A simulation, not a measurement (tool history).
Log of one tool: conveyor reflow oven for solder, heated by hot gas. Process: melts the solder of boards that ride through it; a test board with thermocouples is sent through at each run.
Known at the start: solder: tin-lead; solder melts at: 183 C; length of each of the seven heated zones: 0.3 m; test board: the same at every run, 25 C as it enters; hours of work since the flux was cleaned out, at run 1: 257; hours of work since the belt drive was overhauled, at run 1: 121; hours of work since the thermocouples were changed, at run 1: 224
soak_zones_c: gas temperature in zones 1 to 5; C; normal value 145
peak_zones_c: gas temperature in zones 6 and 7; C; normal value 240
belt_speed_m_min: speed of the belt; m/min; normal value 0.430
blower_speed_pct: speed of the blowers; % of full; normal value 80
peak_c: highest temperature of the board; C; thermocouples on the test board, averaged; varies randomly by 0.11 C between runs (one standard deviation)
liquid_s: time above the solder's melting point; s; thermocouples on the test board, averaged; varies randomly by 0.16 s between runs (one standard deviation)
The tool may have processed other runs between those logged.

| run | hour | soak_zones_c | peak_zones_c | belt_speed_m_min | blower_speed_pct | hours of work since the flux was cleaned out | hours of work since the belt drive was overhauled | hours of work since the thermocouples were changed | peak_c | liquid_s |
|---|---|---|---|---|---|---|---|---|---|---|
| 1 | 0.0 | 145 | 240 | 0.430 | 80 | 257 | 121 | 224 | 226.7 | 72.9 |
| 2 | 20.9 | 135 | 240 | 0.430 | 80 | 274 | 137 | 240 | 225.3 | 68.0 |
| 3 | 59.0 | 135 | 240 | 0.430 | 80 | 303 | 167 | 270 | 225.2 | 68.2 |
| 4 | 100.5 | 135 | 240 | 0.430 | 80 | 336 | 199 | 302 | 225.1 | 68.0 |
|  | 134.2 | flux residue cleaned out of gas plates and filters |
| 5 | 145.2 | 135 | 240 | 0.430 | 80 | 9 | 230 | 333 | 224.5 | 67.5 |
| 6 | 173.9 | 145 | 231 | 0.430 | 80 | 31 | 253 | 355 | 217.8 | 67.0 |
| 7 | 216.4 | 145 | 231 | 0.430 | 80 | 64 | 286 | 389 | 217.9 | 66.7 |
| 8 | 242.5 | 145 | 231 | 0.430 | 80 | 84 | 306 | 409 | 217.7 | 66.6 |
| 9 | 288.5 | 145 | 240 | 0.348 | 80 | 120 | 342 | 445 | 230.9 | 93.5 |
| 10 | 310.2 | 145 | 237 | 0.430 | 80 | 137 | 359 | 462 | 223.1 | 70.6 |
|  | 339.5 | flux residue cleaned out of gas plates and filters, once more |
| 11 | 357.2 | 145 | 240 | 0.430 | 87 | 14 | 392 | 494 | 229.7 | 75.1 |
| 12 | 393.6 | 145 | 247 | 0.430 | 87 | 42 | 420 | 523 | 236.2 | 78.1 |
| 13 | 437.5 | 145 | 247 | 0.430 | 87 | 76 | 454 | 557 | 236.1 | 77.9 |
| 14 | 484.1 | 145 | 247 | 0.430 | 87 | 113 | 491 | 593 | 235.9 | 78.0 |
| 15 | 515.5 | 145 | 247 | 0.430 | 87 | 137 | 515 | 618 | 236.0 | 78.3 |
| 16 | 565.4 | 145 | 253 | 0.430 | 80 | 176 | 554 | 657 | 239.9 | 80.0 |
| 17 | 607.8 | 158 | 230 | 0.450 | 86 | 209 | 587 | 690 | 220.9 | 72.5 |
| 18 | 643.4 | 139 | 248 | 0.430 | 80 | 237 | 615 | 718 | 234.2 | 75.3 |
| 19 | 681.2 | 149 | 248 | 0.506 | 80 | 266 | 644 | 747 | 230.4 | 65.5 |
| 20 | 720.6 | 149 | 248 | 0.506 | 80 | 297 | 675 | 778 | 230.4 | 65.2 |
| 21 | 750.6 | 149 | 248 | 0.506 | 80 | 321 | 698 | 801 | 230.2 | 65.2 |
| 22 | 777.3 | 149 | 248 | 0.506 | 80 | 341 | 719 | 822 | 230.1 | 65.1 |
|  | 803.6 | flux residue cleaned out of gas plates and filters |
| 23 | 821.4 | 144 | 236 | 0.430 | 80 | 14 | 750 | 853 | 225.4 | 72.5 |
| 24 | 865.5 | 139 | 252 | 0.497 | 57 | 48 | 784 | 887 | 226.6 | 60.6 |
| 25 | 892.9 | 145 | 251 | 0.354 | 57 | 70 | 805 | 908 | 239.1 | 97.4 |
| 26 | 941.3 | 145 | 231 | 0.430 | 64 | 107 | 843 | 946 | 217.6 | 66.6 |
| 27 | 968.9 | 145 | 240 | 0.430 | 66 | 129 | 865 | 968 | 225.7 | 72.8 |
| 28 | 1012.9 | 145 | 240 | 0.430 | 66 | 163 | 899 | 1002 | 225.5 | 72.9 |
| 29 | 1059.5 | 149 | 240 | 0.430 | 80 | 200 | 935 | 1038 | 229.2 | 76.8 |
| 30 | 1107.4 | 149 | 230 | 0.430 | 80 | 237 | 973 | 1076 | 220.1 | 71.5 |

Each run again, without the hidden state but with its own random variation kept:
Unlogged tool condition in this case: heat that the gas passes to the board, % of a clean oven's; belt's true speed, % of the reading; true gas temperature in zones 6 and 7 over the reading, C; drift of the gauge itself on peak_c, C; drift of the gauge itself on liquid_s, %.
| run | peak_c | liquid_s |
|---|---|---|
| 1 | 227.8 | 73.5 |
| 2 | 226.6 | 68.9 |
| 3 | 226.6 | 69.2 |
| 4 | 226.6 | 69.1 |
| 5 | 226.7 | 69.1 |
| 6 | 219.7 | 68.6 |
| 7 | 219.8 | 68.5 |
| 8 | 219.7 | 68.4 |
| 9 | 232.5 | 94.1 |
| 10 | 225.4 | 72.1 |
| 11 | 229.1 | 74.3 |
| 12 | 235.7 | 77.4 |
| 13 | 235.7 | 77.1 |
| 14 | 235.6 | 77.3 |
| 15 | 235.7 | 77.5 |
| 16 | 239.8 | 79.1 |
| 17 | 220.7 | 71.8 |
| 18 | 234.4 | 74.7 |
| 19 | 230.8 | 65.0 |
| 20 | 231.0 | 64.8 |
| 21 | 230.9 | 64.8 |
| 22 | 230.8 | 64.7 |
| 23 | 224.1 | 70.8 |
| 24 | 225.3 | 58.9 |
| 25 | 237.9 | 95.4 |
| 26 | 216.6 | 64.8 |
| 27 | 224.7 | 71.1 |
| 28 | 224.6 | 71.2 |
| 29 | 228.4 | 75.2 |
| 30 | 219.4 | 70.0 |
